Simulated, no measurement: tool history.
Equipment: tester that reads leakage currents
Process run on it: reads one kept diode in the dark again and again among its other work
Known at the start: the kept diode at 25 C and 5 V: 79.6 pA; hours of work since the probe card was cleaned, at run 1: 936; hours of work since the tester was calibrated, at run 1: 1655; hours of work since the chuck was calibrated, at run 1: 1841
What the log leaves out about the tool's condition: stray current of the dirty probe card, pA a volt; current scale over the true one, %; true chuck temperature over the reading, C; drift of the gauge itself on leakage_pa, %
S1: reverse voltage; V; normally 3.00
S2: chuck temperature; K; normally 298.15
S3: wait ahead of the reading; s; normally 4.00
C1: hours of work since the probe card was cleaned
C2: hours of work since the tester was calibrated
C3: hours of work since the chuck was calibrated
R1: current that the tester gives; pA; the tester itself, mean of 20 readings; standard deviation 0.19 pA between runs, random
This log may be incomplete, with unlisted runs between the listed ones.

run,hour,S1,S2,S3,C1,C2,C3,R1
1,0.0,3.00,298.15,4.00,936,1655,1841,70.89
2,91.7,3.00,301.15,4.00,988,1707,1892,89.86
3,269.6,3.00,301.15,4.00,1087,1806,1992,89.96
4,449.6,3.00,301.15,3.71,1188,1907,2093,91.42
5,582.0,3.00,301.15,3.71,1262,1982,2167,91.67
6,699.1,3.00,301.15,2.56,1328,2047,2233,92.42
# hour 788.9: probe card cleaned and baked
7,841.2,3.00,298.15,0.35,29,2125,2310,75.74
8,933.3,3.00,298.15,0.35,81,2177,2362,76.25
9,1093.9,3.00,298.15,0.35,171,2267,2452,76.76
# hour 1141.3: chuck's temperature calibrated
10,1238.7,3.00,298.15,2.30,251,2347,55,67.93
# hour 1395.7: probe card cleaned and baked, once more
11,1413.2,3.00,298.15,4.00,10,2443,151,64.16
12,1507.9,3.00,298.15,5.96,63,2496,204,64.32
13,1702.3,3.00,298.15,5.96,172,2605,313,65.05
14,1889.7,3.00,298.15,5.96,277,2710,418,65.52
15,2049.7,3.00,298.15,4.00,366,2799,507,65.85
16,2222.4,3.00,298.15,4.00,463,2896,604,66.52
17,2383.1,8.07,298.15,4.00,553,2986,694,107.65
18,2528.1,8.07,298.15,4.00,635,3067,775,109.41
19,2707.2,8.07,298.15,4.00,735,3168,876,110.38
20,2843.3,8.07,300.15,4.00,811,3244,952,129.26
21,2925.3,3.00,318.15,0.78,857,3290,998,305.22
22,3076.2,3.00,328.15,6.75,942,3374,1082,606.67
23,3202.0,3.00,332.15,6.75,1012,3445,1153,792.95
24,3361.7,4.33,305.15,1.91,1102,3534,1242,142.87
25,3555.5,4.33,305.15,1.91,1210,3643,1351,143.88
26,3705.8,4.73,305.15,4.93,1294,3727,1435,150.61
# hour 3846.2: probe card cleaned and baked
27,3880.1,4.73,305.15,4.93,19,3823,1531,147.54
28,3981.6,4.73,305.15,4.93,76,3880,1588,148.49
29,4081.0,3.90,308.15,4.47,132,3936,1644,172.21
30,4166.0,10.28,298.15,0.31,179,3983,1691,129.89
31,4305.7,5.00,298.15,2.63,257,4062,1770,89.00
32,4440.2,5.00,298.15,2.63,333,4137,1845,90.25
33,4524.2,5.00,299.15,0.72,380,4184,1892,97.83
34,4669.6,5.00,299.15,0.72,461,4266,1974,98.96
35,4767.7,5.00,299.15,0.72,516,4321,2029,99.50
36,4863.7,5.00,299.15,0.72,570,4374,2082,99.75
37,5047.1,9.84,298.15,2.31,673,4477,2185,128.17
38,5181.1,9.84,325.15,3.17,748,4552,2260,917.19
39,5272.0,9.84,325.15,3.17,799,4603,2311,924.40

What differs in the tool's unlogged condition from the final listed run ahead of each entry between runs to the first listed run following it?
In the gap between runs 6 and 7: probe card cleaned and baked (hour 788.9)
  stray current of the dirty probe card, pA a volt: 0.799 -> 1.288; current scale over the true one, %: 0.42 -> 0.44; true chuck temperature over the reading, C: 1.47 -> 1.52
  what was measured, less what the result would be without the hidden state, R1: +12.58 -> +12.25 pA
In the gap between runs 9 and 10: chuck's temperature calibrated (hour 1141.3)
  stray current of the dirty probe card, pA a volt: 1.368 -> 1.413; current scale over the true one, %: 0.46 -> 0.48; true chuck temperature over the reading, C: 1.61 -> 0.22
  what was measured, less what the result would be without the hidden state, R1: +13.05 -> +5.62 pA
In the gap between runs 10 and 11: probe card cleaned and baked, once more (hour 1395.7)
  stray current of the dirty probe card, pA a volt: 1.413 -> 0.027; current scale over the true one, %: 0.48 -> 0.49; true chuck temperature over the reading, C: 0.22 -> 0.27
  what was measured, less what the result would be without the hidden state, R1: +5.62 -> +1.73 pA
In the gap between runs 26 and 27: probe card cleaned and baked (hour 3846.2)
  stray current of the dirty probe card, pA a volt: 0.752 -> 0.034; current scale over the true one, %: 0.71 -> 0.73; true chuck temperature over the reading, C: 1.01 -> 1.06
  what was measured, less what the result would be without the hidden state, R1: +15.44 -> +12.62 pA
